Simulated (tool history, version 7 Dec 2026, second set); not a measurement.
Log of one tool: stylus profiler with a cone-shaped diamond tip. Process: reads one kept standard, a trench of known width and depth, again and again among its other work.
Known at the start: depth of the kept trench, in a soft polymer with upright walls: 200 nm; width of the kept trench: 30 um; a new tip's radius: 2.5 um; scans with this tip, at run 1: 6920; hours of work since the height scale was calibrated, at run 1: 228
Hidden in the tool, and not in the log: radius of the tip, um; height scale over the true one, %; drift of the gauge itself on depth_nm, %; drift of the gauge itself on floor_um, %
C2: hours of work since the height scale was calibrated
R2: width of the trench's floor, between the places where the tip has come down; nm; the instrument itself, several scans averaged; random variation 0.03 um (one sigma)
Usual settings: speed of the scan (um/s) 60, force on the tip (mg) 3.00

Run 1, hour 0.0: usual settings; scans with this tip 6920; C2 228. Result: depth of the trench (nm) 202.24, R2 27570 nm.
Run 2, hour 34.4: usual settings; scans with this tip 7031; C2 246. Result: depth of the trench (nm) 202.05, R2 27490 nm.
Run 3, hour 82.3: usual settings; scans with this tip 7186; C2 271. Result: depth of the trench (nm) 202.17, R2 27460 nm.
Run 4, hour 131.0: usual settings but force on the tip (mg) 1.09; scans with this tip 7343; C2 296. Result: depth of the trench (nm) 201.04, R2 27340 nm.
Run 5, hour 154.6: usual settings; scans with this tip 7419; C2 308. Result: depth of the trench (nm) 202.18, R2 27480 nm.
Run 6, hour 198.6: usual settings; scans with this tip 7560; C2 331. Result: depth of the trench (nm) 202.12, R2 27510 nm.
Run 7, hour 250.3: usual settings; scans with this tip 7727; C2 358. Result: depth of the trench (nm) 202.25, R2 27410 nm.
Run 8, hour 297.6: usual settings; scans with this tip 7880; C2 382. Result: depth of the trench (nm) 202.14, R2 27490 nm.
Run 9, hour 327.5: usual settings; scans with this tip 7976; C2 398. Result: depth of the trench (nm) 202.07, R2 27450 nm.
Run 10, hour 378.5: usual settings but speed of the scan (um/s) 33; scans with this tip 8141; C2 424. Result: depth of the trench (nm) 202.01, R2 27530 nm.
Run 11, hour 423.2: usual settings but speed of the scan (um/s) 33; scans with this tip 8284; C2 447. Result: depth of the trench (nm) 202.17, R2 27580 nm.
Run 12, hour 469.4: usual settings but speed of the scan (um/s) 33; scans with this tip 8434; C2 471. Result: depth of the trench (nm) 201.95, R2 27520 nm.
Run 13, hour 506.2: usual settings but speed of the scan (um/s) 37; scans with this tip 8552; C2 490. Result: depth of the trench (nm) 202.04, R2 27490 nm.
Run 14, hour 536.9: usual settings but speed of the scan (um/s) 37; scans with this tip 8651; C2 506. Result: depth of the trench (nm) 201.99, R2 27500 nm.
Run 15, hour 562.6: usual settings but speed of the scan (um/s) 17; scans with this tip 8734; C2 519. Result: depth of the trench (nm) 202.03, R2 27580 nm.
Run 16, hour 604.2: usual settings but speed of the scan (um/s) 17; scans with this tip 8868; C2 541. Result: depth of the trench (nm) 201.95, R2 27590 nm.
Run 17, hour 649.7: usual settings but speed of the scan (um/s) 18; scans with this tip 9015; C2 564. Result: depth of the trench (nm) 201.99, R2 27600 nm.
Run 18, hour 697.8: usual settings but speed of the scan (um/s) 44; scans with this tip 9170; C2 589. Result: depth of the trench (nm) 202.00, R2 27500 nm.
Run 19, hour 745.5: usual settings but speed of the scan (um/s) 44; scans with this tip 9323; C2 614. Result: depth of the trench (nm) 201.94, R2 27470 nm.
Run 20, hour 790.7: usual settings but speed of the scan (um/s) 44; scans with this tip 9469; C2 637. Result: depth of the trench (nm) 201.79, R2 27520 nm.
Run 21, hour 827.2: usual settings; scans with this tip 9587; C2 656. Result: depth of the trench (nm) 201.89, R2 27400 nm.
Run 22, hour 875.5: usual settings but force on the tip (mg) 4.88; scans with this tip 9743; C2 681. Result: depth of the trench (nm) 202.92, R2 27470 nm.
Run 23, hour 918.5: usual settings but force on the tip (mg) 4.88; scans with this tip 9881; C2 703. Result: depth of the trench (nm) 202.73, R2 27410 nm.
Run 24, hour 964.5: usual settings but speed of the scan (um/s) 27, force on the tip (mg) 4.88; scans with this tip 10029; C2 727. Result: depth of the trench (nm) 202.75, R2 27510 nm.
Run 25, hour 1000.9: usual settings but speed of the scan (um/s) 19, force on the tip (mg) 2.93; scans with this tip 10147; C2 746. Result: depth of the trench (nm) 201.91, R2 27480 nm.
Run 26, hour 1030.8: usual settings but speed of the scan (um/s) 54, force on the tip (mg) 5.49; scans with this tip 10243; C2 761. Result: depth of the trench (nm) 203.05, R2 27450 nm.
Run 27, hour 1073.1: usual settings but speed of the scan (um/s) 99, force on the tip (mg) 2.63; scans with this tip 10380; C2 783. Result: depth of the trench (nm) 201.55, R2 27210 nm.
Run 28, hour 1107.7: usual settings but speed of the scan (um/s) 99, force on the tip (mg) 2.63; scans with this tip 10491; C2 801. Result: depth of the trench (nm) 201.58, R2 27200 nm.
Run 29, hour 1137.5: usual settings but speed of the scan (um/s) 45, force on the tip (mg) 2.70; scans with this tip 10587; C2 817. Result: depth of the trench (nm) 201.68, R2 27390 nm.
At hour 1168.5: height scale calibrated on a step standard.
Run 30, hour 1174.1: usual settings but speed of the scan (um/s) 41, force on the tip (mg) 1.08; scans with this tip 10704; C2 3. Result: depth of the trench (nm) 201.17, R2 27270 nm.
Run 31, hour 1209.2: usual settings but speed of the scan (um/s) 204, force on the tip (mg) 1.39; scans with this tip 10817; C2 21. Result: depth of the trench (nm) 201.46, R2 26440 nm.
Run 32, hour 1248.4: usual settings but speed of the scan (um/s) 24, force on the tip (mg) 2.82; scans with this tip 10943; C2 41. Result: depth of the trench (nm) 202.37, R2 27450 nm.
Run 33, hour 1290.5: usual settings but speed of the scan (um/s) 35, force on the tip (mg) 1.67; scans with this tip 11079; C2 63. Result: depth of the trench (nm) 201.64, R2 27370 nm.
Run 34, hour 1333.6: usual settings but speed of the scan (um/s) 35, force on the tip (mg) 5.81; scans with this tip 11217; C2 85. Result: depth of the trench (nm) 203.69, R2 27460 nm.
Run 35, hour 1364.7: usual settings but speed of the scan (um/s) 215, force on the tip (mg) 1.78; scans with this tip 11318; C2 101. Result: depth of the trench (nm) 201.70, R2 26460 nm.
Run 36, hour 1395.7: usual settings but speed of the scan (um/s) 15, force on the tip (mg) 1.03; scans with this tip 11418; C2 118. Result: depth of the trench (nm) 201.27, R2 27430 nm.
Run 37, hour 1432.3: usual settings but speed of the scan (um/s) 29, force on the tip (mg) 4.48; scans with this tip 11536; C2 136. Result: depth of the trench (nm) 203.04, R2 27450 nm.
Run 38, hour 1474.7: usual settings but speed of the scan (um/s) 50; scans with this tip 11673; C2 158. Result: depth of the trench (nm) 202.35, R2 27340 nm.
Run 39, hour 1516.3: usual settings but speed of the scan (um/s) 158, force on the tip (mg) 2.69; scans with this tip 11807; C2 180. Result: depth of the trench (nm) 202.23, R2 26900 nm.
Run 40, hour 1559.2: usual settings but speed of the scan (um/s) 15, force on the tip (mg) 5.74; scans with this tip 11945; C2 202. Result: depth of the trench (nm) 203.57, R2 27460 nm.
Run 41, hour 1591.0: usual settings but force on the tip (mg) 5.41; scans with this tip 12047; C2 219. Result: depth of the trench (nm) 203.38, R2 27310 nm.
Run 42, hour 1642.0: usual settings but force on the tip (mg) 5.41; scans with this tip 12212; C2 245. Result: depth of the trench (nm) 203.48, R2 27310 nm.
Run 43, hour 1668.0: usual settings but force on the tip (mg) 5.41; scans with this tip 12296; C2 258. Result: depth of the trench (nm) 203.54, R2 27330 nm.
Run 44, hour 1724.2: usual settings but force on the tip (mg) 4.47; scans with this tip 12477; C2 288. Result: depth of the trench (nm) 202.94, R2 27330 nm.
Run 45, hour 1756.6: usual settings but speed of the scan (um/s) 98, force on the tip (mg) 1.25; scans with this tip 12581; C2 304. Result: depth of the trench (nm) 201.11, R2 26950 nm.
Run 46, hour 1785.1: usual settings but speed of the scan (um/s) 153; scans with this tip 12673; C2 319. Result: depth of the trench (nm) 202.18, R2 26930 nm.
Run 47, hour 1822.7: usual settings but speed of the scan (um/s) 31, force on the tip (mg) 2.93; scans with this tip 12794; C2 338. Result: depth of the trench (nm) 202.24, R2 27300 nm.

3 ways to go on from here, each from the tool as it stands after run 47. What would each give?
Run A, hour 1851.6: usual settings but speed of the scan (um/s) 162; scans with this tip 12887; C2 353. Result: depth of the trench (nm) ?, R2 ?.
Run B, hour 1851.6: usual settings but speed of the scan (um/s) 61, force on the tip (mg) 1.15; scans with this tip 12887; C2 353. Result: depth of the trench (nm) ?, R2 ?.
Run C, hour 1851.6: usual settings but speed of the scan (um/s) 78, force on the tip (mg) 2.55; scans with this tip 12887; C2 353. Result: depth of the trench (nm) ?, R2 ?.

run  depth of the trench (nm)     R2
  A                    202.27  26850
  B                    201.01  27140
  C                    201.85  27150
Without the tool's hidden state the same runs would have given:
run  depth of the trench (nm)     R2
  A                    202.50  27410
  B                    201.24  27690
  C                    202.08  27710
